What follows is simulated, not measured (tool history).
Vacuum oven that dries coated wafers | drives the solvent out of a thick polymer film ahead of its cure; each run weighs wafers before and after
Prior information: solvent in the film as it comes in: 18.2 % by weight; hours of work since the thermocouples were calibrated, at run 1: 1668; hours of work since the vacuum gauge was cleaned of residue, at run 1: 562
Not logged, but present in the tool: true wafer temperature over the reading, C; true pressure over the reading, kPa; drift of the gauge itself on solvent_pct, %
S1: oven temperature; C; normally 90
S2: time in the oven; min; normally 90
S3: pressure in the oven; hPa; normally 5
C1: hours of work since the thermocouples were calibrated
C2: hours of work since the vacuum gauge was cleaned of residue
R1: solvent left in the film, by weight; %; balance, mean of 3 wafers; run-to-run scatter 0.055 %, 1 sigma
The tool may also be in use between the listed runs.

run 1 hour=0 | S1=90 S2=90 S3=5 | C1=1668 C2=562 | R1=3.07
-- hour=98.6 oven's thermocouples calibrated
run 2 hour=105.9 | S1=89 S2=90 S3=5 | C1=6 C2=642 | R1=2.85
run 3 hour=162.2 | S1=90 S2=90 S3=3.18 | C1=49 C2=686 | R1=2.36
run 4 hour=243.3 | S1=90 S2=90 S3=3.18 | C1=111 C2=748 | R1=2.41
run 5 hour=322.5 | S1=90 S2=90 S3=5 | C1=172 C2=809 | R1=2.79
run 6 hour=405.6 | S1=90 S2=90 S3=5 | C1=236 C2=873 | R1=2.7
run 7 hour=494 | S1=90 S2=90 S3=5 | C1=304 C2=941 | R1=2.75
run 8 hour=549.9 | S1=90 S2=90 S3=5 | C1=347 C2=984 | R1=2.9
run 9 hour=661.4 | S1=90 S2=90 S3=5 | C1=433 C2=1069 | R1=2.9
run 10 hour=723 | S1=90 S2=90 S3=5 | C1=480 C2=1117 | R1=2.88
run 11 hour=797 | S1=90 S2=90 S3=5 | C1=537 C2=1174 | R1=2.93
run 12 hour=908.4 | S1=90 S2=90 S3=5 | C1=623 C2=1259 | R1=2.86
run 13 hour=1013.4 | S1=90 S2=90 S3=5 | C1=704 C2=1340 | R1=3.08
-- hour=1080.5 vacuum gauge cleaned of residue and calibrated
run 14 hour=1080.5 | S1=90 S2=91 S3=5 | C1=754 C2=0 | R1=3.22
run 15 hour=1182.9 | S1=90 S2=90 S3=5 | C1=833 C2=79 | R1=3.22
run 16 hour=1277.4 | S1=90 S2=90 S3=5 | C1=905 C2=151 | R1=3.37
run 17 hour=1364.4 | S1=90 S2=90 S3=4.58 | C1=972 C2=218 | R1=3.44
run 18 hour=1437.9 | S1=97 S2=68 S3=17.09 | C1=1029 C2=275 | R1=3.52
run 19 hour=1526.5 | S1=79 S2=46 S3=11.42 | C1=1097 C2=343 | R1=11.16
run 20 hour=1602.1 | S1=105 S2=48 S3=2.78 | C1=1155 C2=401 | R1=1.99
run 21 hour=1688.1 | S1=105 S2=48 S3=2.78 | C1=1221 C2=467 | R1=2.01
run 22 hour=1788.7 | S1=105 S2=48 S3=2.78 | C1=1299 C2=545 | R1=2.07
-- hour=1825.4 vacuum gauge cleaned of residue and calibrated, once more
run 23 hour=1849.7 | S1=105 S2=48 S3=2.78 | C1=1344 C2=19 | R1=1.56

What does the tool deliver on the next run?
run 24 hour=1906.3 | S1=88 S2=132 S3=5 | C1=1388 C2=62 | R1=?

R1: 2.01 %
Had the tool carried no hidden state, the very same run would have given R1 1.6 %.
